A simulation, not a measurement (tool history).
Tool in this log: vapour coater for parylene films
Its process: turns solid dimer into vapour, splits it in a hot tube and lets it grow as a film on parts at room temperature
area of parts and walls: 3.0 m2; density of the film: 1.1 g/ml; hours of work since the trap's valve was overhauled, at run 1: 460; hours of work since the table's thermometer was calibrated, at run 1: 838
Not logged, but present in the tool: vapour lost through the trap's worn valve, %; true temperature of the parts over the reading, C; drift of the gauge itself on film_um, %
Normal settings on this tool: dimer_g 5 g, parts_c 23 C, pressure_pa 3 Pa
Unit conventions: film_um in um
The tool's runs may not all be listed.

| run | hour | dimer_g | parts_c | pressure_pa | hours of work since the trap's valve was overhauled | hours of work since the table's thermometer was calibrated | film_um |
|---|---|---|---|---|---|---|---|
| 1 | 0 | 5 | 23 | 3 | 460 | 838 | 1.001 |
| 2 | 20.1 | 5 | 23 | 3 | 475 | 853 | 0.997 |
| 3 | 40.3 | 5 | 23 | 3 | 490 | 867 | 0.987 |
| 4 | 68.4 | 5 | 23 | 11.02 | 510 | 888 | 0.758 |
| 5 | 88.3 | 5 | 23 | 11.02 | 525 | 902 | 0.767 |
| 6 | 123.6 | 5 | 34 | 11.02 | 550 | 928 | 0.537 |
| 7 | 155.7 | 5 | 23 | 3 | 574 | 951 | 0.975 |
| 8 | 187.2 | 5 | 23 | 3 | 597 | 974 | 0.98 |
|  | 193 | trap's valve overhauled |
| 9 | 207.2 | 5 | 23 | 3 | 10 | 986 | 1.111 |
| 10 | 237.5 | 5 | 23 | 3 | 32 | 1008 | 1.104 |
| 11 | 260.9 | 5 | 23 | 3 | 49 | 1025 | 1.095 |
| 12 | 291.2 | 5 | 34 | 3 | 71 | 1047 | 0.777 |
| 13 | 316.4 | 5 | 23 | 3 | 90 | 1065 | 1.088 |
| 14 | 330.8 | 5 | 23 | 3 | 100 | 1076 | 1.075 |
| 15 | 349.9 | 5 | 20 | 3 | 114 | 1089 | 1.196 |
| 16 | 365.5 | 5 | 20 | 3 | 125 | 1101 | 1.198 |
| 17 | 391.1 | 5 | 23 | 3 | 144 | 1119 | 1.085 |
| 18 | 421.1 | 5 | 23 | 3 | 166 | 1141 | 1.07 |
| 19 | 439.3 | 5 | 23 | 3 | 179 | 1154 | 1.067 |
| 20 | 455.5 | 5 | 23 | 3 | 191 | 1166 | 1.066 |
| 21 | 480.5 | 5 | 23 | 3 | 209 | 1184 | 1.063 |
| 22 | 498.9 | 5 | 21 | 3 | 222 | 1198 | 1.136 |
| 23 | 520.5 | 5 | 21 | 3 | 238 | 1213 | 1.118 |
|  | 523 | table's thermometer calibrated |
| 24 | 550.4 | 5 | 23 | 3 | 259 | 20 | 1.074 |
| 25 | 574.1 | 7 | 20 | 9.66 | 276 | 37 | 1.309 |
| 26 | 604.7 | 7 | 20 | 9.66 | 299 | 59 | 1.289 |
| 27 | 619.9 | 2 | 20 | 9.66 | 310 | 70 | 0.376 |
|  | 639.9 | table's thermometer calibrated, once more |
| 28 | 642.3 | 6 | 23 | 2.3 | 325 | 2 | 1.275 |
| 29 | 660.6 | 4 | 33 | 6.88 | 338 | 15 | 0.498 |
| 30 | 693.7 | 2 | 28 | 6.88 | 362 | 39 | 0.295 |
| 31 | 715.2 | 5 | 23 | 4.12 | 378 | 55 | 0.937 |
| 32 | 746.3 | 3 | 23 | 2.5 | 401 | 77 | 0.621 |
| 33 | 776.2 | 3 | 23 | 2.5 | 422 | 99 | 0.623 |
| 34 | 792.1 | 3 | 23 | 2.5 | 434 | 111 | 0.612 |
| 35 | 814.3 | 3 | 23 | 2.5 | 450 | 127 | 0.613 |
| 36 | 837.2 | 3 | 23 | 2.5 | 467 | 143 | 0.614 |
| 37 | 862.4 | 3 | 23 | 2.5 | 485 | 162 | 0.609 |
| 38 | 884.9 | 3 | 23 | 2.5 | 501 | 178 | 0.605 |
| 39 | 902.3 | 5 | 30 | 3 | 514 | 191 | 0.789 |
| 40 | 920.1 | 5 | 23 | 6.01 | 527 | 204 | 0.845 |
| 41 | 943.5 | 5 | 23 | 6.01 | 544 | 221 | 0.841 |
| 42 | 959.5 | 2 | 21 | 8.51 | 556 | 232 | 0.337 |
| 43 | 979.4 | 3 | 20 | 4.99 | 570 | 247 | 0.561 |
| 44 | 995.3 | 5 | 23 | 3 | 582 | 258 | 0.964 |
|  | 1023.6 | trap's valve overhauled |
| 45 | 1025.5 | 5 | 23 | 3 | 1 | 277 | 1.083 |
| 46 | 1049.9 | 5 | 21 | 3 | 19 | 295 | 1.154 |
| 47 | 1072.8 | 5 | 23 | 3.65 | 36 | 312 | 1.034 |

Some steps in film_um between neighbouring runs. How much of each would the tool show without its hidden state too (settings, what came in, random variation), and how much is left for the hidden state, with any gauge scatter that isn't in both results?
Run 8 -> 9: trap's valve overhauled. film_um +0.131 um: hidden state +0.133, all else -0.002.
Run 26 -> 27: dimer_g 7 -> 2. film_um -0.913 um: hidden state +0.006, all else -0.919.
Run 27 -> 28: dimer_g 2 -> 6, parts_c 20 -> 23, pressure_pa 9.66 -> 2.3, table's thermometer calibrated, once more. film_um +0.899 um: hidden state -0.084, all else +0.983.
Run 28 -> 29: dimer_g 6 -> 4, parts_c 23 -> 33, pressure_pa 2.3 -> 6.88. film_um -0.777 um: hidden state +0.052, all else -0.829.
Run 44 -> 45: trap's valve overhauled. film_um +0.119 um: hidden state +0.125, all else -0.006.
